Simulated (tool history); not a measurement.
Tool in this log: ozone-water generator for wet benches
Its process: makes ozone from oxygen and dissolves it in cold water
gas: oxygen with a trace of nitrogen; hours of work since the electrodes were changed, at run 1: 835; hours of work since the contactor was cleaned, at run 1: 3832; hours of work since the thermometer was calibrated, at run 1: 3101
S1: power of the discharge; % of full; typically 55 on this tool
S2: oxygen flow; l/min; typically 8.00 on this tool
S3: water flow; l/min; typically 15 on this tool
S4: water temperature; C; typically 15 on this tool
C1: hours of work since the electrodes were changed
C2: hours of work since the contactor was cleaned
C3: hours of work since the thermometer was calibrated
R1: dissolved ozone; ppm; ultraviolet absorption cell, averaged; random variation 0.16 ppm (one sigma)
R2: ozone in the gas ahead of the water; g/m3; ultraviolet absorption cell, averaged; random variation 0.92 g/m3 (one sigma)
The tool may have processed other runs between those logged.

| run | hour | S1 | S2 | S3 | S4 | C1 | C2 | C3 | R1 | R2 |
|---|---|---|---|---|---|---|---|---|---|---|
| 1 | 0.0 | 55 | 8.00 | 15 | 15 | 835 | 3832 | 3101 | 18.3 | 150.4 |
| 2 | 62.4 | 55 | 8.00 | 15 | 15 | 889 | 3886 | 3155 | 18.7 | 150.8 |
| 3 | 108.7 | 55 | 8.00 | 15 | 15 | 929 | 3926 | 3196 | 18.5 | 150.8 |
| 4 | 154.2 | 50 | 8.00 | 15 | 15 | 969 | 3966 | 3235 | 17.6 | 142.7 |
| 5 | 217.5 | 55 | 8.00 | 15 | 15 | 1024 | 4021 | 3290 | 18.3 | 150.5 |
| 6 | 281.8 | 55 | 8.00 | 15 | 15 | 1080 | 4077 | 3346 | 18.1 | 150.6 |
| 7 | 316.6 | 55 | 6.35 | 15 | 15 | 1111 | 4108 | 3377 | 19.4 | 174.2 |
| 8 | 359.7 | 55 | 6.35 | 15 | 15 | 1148 | 4145 | 3414 | 19.1 | 174.6 |
| 9 | 424.2 | 55 | 6.35 | 15 | 15 | 1204 | 4201 | 3471 | 19.5 | 175.3 |
| 10 | 486.8 | 55 | 6.35 | 15 | 15 | 1259 | 4256 | 3525 | 19.4 | 172.8 |
| 11 | 530.2 | 55 | 6.35 | 15 | 15 | 1297 | 4294 | 3563 | 19.2 | 174.1 |
| 12 | 561.2 | 55 | 6.35 | 15 | 15 | 1324 | 4321 | 3590 | 19.3 | 172.9 |
| 13 | 608.2 | 55 | 6.35 | 15 | 16 | 1365 | 4362 | 3631 | 18.9 | 172.9 |
| 14 | 635.1 | 55 | 6.35 | 15 | 16 | 1388 | 4385 | 3654 | 18.7 | 172.7 |
| 15 | 683.7 | 55 | 8.00 | 15 | 14 | 1431 | 4428 | 3697 | 18.6 | 149.8 |
| 16 | 715.3 | 55 | 8.00 | 15 | 14 | 1458 | 4455 | 3724 | 18.2 | 149.3 |
| 17 | 776.9 | 67 | 8.00 | 14 | 14 | 1512 | 4509 | 3778 | 21.4 | 164.7 |
| 18 | 815.1 | 86 | 6.87 | 15 | 11 | 1545 | 4542 | 3811 | 25.8 | 210.5 |
|  | 821.9 | contactor cleaned |
| 19 | 851.6 | 86 | 6.87 | 18 | 11 | 1573 | 26 | 3840 | 21.9 | 210.4 |
| 20 | 914.8 | 86 | 6.87 | 18 | 11 | 1629 | 81 | 3895 | 21.9 | 211.6 |
| 21 | 965.3 | 55 | 8.00 | 15 | 15 | 1673 | 125 | 3939 | 17.8 | 148.8 |
| 22 | 1007.9 | 55 | 8.00 | 9 | 18 | 1710 | 162 | 3976 | 22.4 | 148.7 |
| 23 | 1068.7 | 55 | 5.71 | 9 | 7 | 1763 | 215 | 4029 | 31.6 | 181.7 |
| 24 | 1098.1 | 49 | 5.04 | 11 | 15 | 1788 | 241 | 4055 | 22.6 | 187.9 |

For run 25, what comes out?
|  | 1106.7 | contactor cleaned, once more |
| 25 | 1148.3 | 82 | 8.00 | 10 | 17 | 1829 | 36 | 4095 | ? | ? |

Run 25 yielded R1 29.1 ppm, R2 185.6 g/m3.
With no hidden state in the tool, this same run would have given R1 30.8 ppm, R2 195.0 g/m3.
